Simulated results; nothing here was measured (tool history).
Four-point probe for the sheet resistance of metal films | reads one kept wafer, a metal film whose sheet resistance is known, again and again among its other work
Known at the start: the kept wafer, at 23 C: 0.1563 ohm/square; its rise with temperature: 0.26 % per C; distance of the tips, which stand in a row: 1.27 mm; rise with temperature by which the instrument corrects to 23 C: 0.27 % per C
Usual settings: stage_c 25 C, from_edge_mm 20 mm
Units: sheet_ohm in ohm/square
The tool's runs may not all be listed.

| run | day | stage_c | from_edge_mm | sheet_ohm |
|---|---|---|---|---|
| 1 | 0 | 25 | 20 | 0.158333 |
| 2 | 4.046 | 28 | 20 | 0.158327 |
| 3 | 8.675 | 28 | 20 | 0.158433 |
|  | 9.562 | stage's thermometer calibrated |
| 4 | 12.1 | 33 | 20 | 0.158211 |
| 5 | 14.379 | 33 | 20 | 0.158326 |
| 6 | 17.612 | 24 | 20 | 0.158424 |
| 7 | 20.308 | 24 | 20 | 0.15844 |
| 8 | 23.112 | 26 | 20 | 0.15849 |
| 9 | 27.829 | 25 | 20 | 0.158489 |
| 10 | 30.792 | 25 | 20 | 0.158557 |
|  | 35.517 | new probe head fitted |
| 11 | 35.546 | 25 | 20 | 0.156729 |
| 12 | 39.662 | 25 | 20 | 0.156783 |
| 13 | 43.942 | 25 | 20 | 0.156763 |
| 14 | 48.2 | 25 | 20 | 0.156864 |
| 15 | 51.562 | 25 | 42 | 0.156592 |
| 16 | 55.804 | 25 | 20 | 0.156949 |
| 17 | 58.65 | 25 | 20 | 0.15693 |
| 18 | 61.221 | 25 | 20 | 0.157005 |
| 19 | 64.704 | 25 | 20 | 0.157038 |
| 20 | 66.871 | 25 | 20 | 0.15705 |
| 21 | 71.162 | 25 | 20 | 0.157124 |
| 22 | 75.254 | 25 | 20 | 0.157143 |
| 23 | 79.175 | 19 | 20 | 0.157323 |
| 24 | 83.142 | 21 | 7 | 0.159752 |
| 25 | 85.346 | 21 | 12 | 0.15791 |
| 26 | 90.033 | 25 | 69 | 0.156969 |
| 27 | 92.575 | 25 | 20 | 0.157365 |
| 28 | 94.833 | 25 | 20 | 0.157362 |
| 29 | 97.362 | 20 | 34 | 0.157264 |
| 30 | 101.533 | 20 | 61 | 0.157253 |
| 31 | 103.729 | 23 | 14 | 0.157928 |
| 32 | 108.358 | 23 | 14 | 0.157931 |
| 33 | 111.433 | 29 | 6 | 0.16091 |
| 34 | 115.642 | 34 | 22 | 0.157444 |
| 35 | 118.642 | 34 | 22 | 0.157429 |
| 36 | 123.154 | 18 | 22 | 0.157752 |
| 37 | 126.504 | 18 | 22 | 0.1579 |
| 38 | 129.4 | 21 | 3 | 0.171273 |
| 39 | 132.412 | 35 | 5 | 0.162586 |
| 40 | 135.104 | 25 | 6 | 0.161199 |
| 41 | 139.575 | 27 | 21 | 0.157846 |
| 42 | 142.404 | 27 | 21 | 0.157902 |
| 43 | 145.208 | 27 | 21 | 0.157882 |
| 44 | 148.35 | 25 | 25 | 0.157901 |

5 ways to go on from here, each from the tool as it stands after run 44. What would each give?
| A | 151.096 | 35 | 14 | ? |
| B | 151.096 | 25 | 7 | ? |
| C | 151.096 | 22 | 18 | ? |
| D | 151.096 | 29 | 4 | ? |
| E | 151.096 | 25 | 17 | ? |

| run | sheet_ohm |
|---|---|
| A | 0.158312 |
| B | 0.160455 |
| C | 0.158165 |
| D | 0.165711 |
| E | 0.158178 |
Without the tool's hidden state the same runs would have given:
| run | sheet_ohm |
|---|---|
| A | 0.15688 |
| B | 0.159002 |
| C | 0.156731 |
| D | 0.164215 |
| E | 0.156745 |
